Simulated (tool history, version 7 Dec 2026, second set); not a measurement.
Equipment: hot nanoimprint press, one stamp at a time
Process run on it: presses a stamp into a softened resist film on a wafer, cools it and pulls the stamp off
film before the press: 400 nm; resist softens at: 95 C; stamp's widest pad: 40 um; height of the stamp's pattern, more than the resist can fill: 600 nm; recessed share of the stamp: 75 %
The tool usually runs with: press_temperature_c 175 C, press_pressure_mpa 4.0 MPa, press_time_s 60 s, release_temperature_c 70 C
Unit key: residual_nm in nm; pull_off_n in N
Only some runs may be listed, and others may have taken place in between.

Run 1, hour 0.0: usual settings. Result: residual_nm 202.1 nm, pull_off_n 144 N.
Run 2, hour 43.2: usual settings. Result: residual_nm 203.9 nm, pull_off_n 149 N.
At hour 64.9: stamp cleaned and given a new release coat.
Run 3, hour 135.0: usual settings but press_temperature_c 180 C. Result: residual_nm 170.6 nm, pull_off_n 140 N.
Run 4, hour 188.9: usual settings but press_temperature_c 180 C. Result: residual_nm 173.3 nm, pull_off_n 140 N.
Run 5, hour 250.8: usual settings but press_temperature_c 180 C, press_pressure_mpa 3.7 MPa. Result: residual_nm 180.7 nm, pull_off_n 145 N.
Run 6, hour 321.6: usual settings but press_time_s 68 s. Result: residual_nm 199.2 nm, pull_off_n 149 N.
At hour 357.4: stamp cleaned and given a new release coat.
Run 7, hour 413.4: usual settings but press_time_s 68 s. Result: residual_nm 204.3 nm, pull_off_n 139 N.
Run 8, hour 484.6: usual settings but press_time_s 68 s. Result: residual_nm 206.9 nm, pull_off_n 141 N.
At hour 526.0: plate thermocouple calibrated.
Run 9, hour 538.0: usual settings but press_time_s 68 s. Result: residual_nm 211.2 nm, pull_off_n 147 N.
Run 10, hour 575.0: usual settings but press_time_s 68 s. Result: residual_nm 213.5 nm, pull_off_n 149 N.
At hour 652.0: stamp cleaned and given a new release coat.
Run 11, hour 666.5: usual settings but press_time_s 68 s. Result: residual_nm 215.1 nm, pull_off_n 138 N.
Run 12, hour 708.5: usual settings but press_time_s 68 s. Result: residual_nm 216.9 nm, pull_off_n 142 N.
Run 13, hour 776.2: usual settings but press_time_s 68 s. Result: residual_nm 218.1 nm, pull_off_n 145 N.
Run 14, hour 820.8: usual settings but press_time_s 68 s. Result: residual_nm 221.9 nm, pull_off_n 146 N.

Predict the results of run 15:
Run 15, hour 881.3: usual settings but press_temperature_c 170 C. Result: residual_nm ?, pull_off_n ?.

{"run 15": {"residual_nm": 269.1, "pull_off_n": 149}}
Without the tool's hidden state the same run would have given residual_nm 232.9 nm, pull_off_n 134 N.

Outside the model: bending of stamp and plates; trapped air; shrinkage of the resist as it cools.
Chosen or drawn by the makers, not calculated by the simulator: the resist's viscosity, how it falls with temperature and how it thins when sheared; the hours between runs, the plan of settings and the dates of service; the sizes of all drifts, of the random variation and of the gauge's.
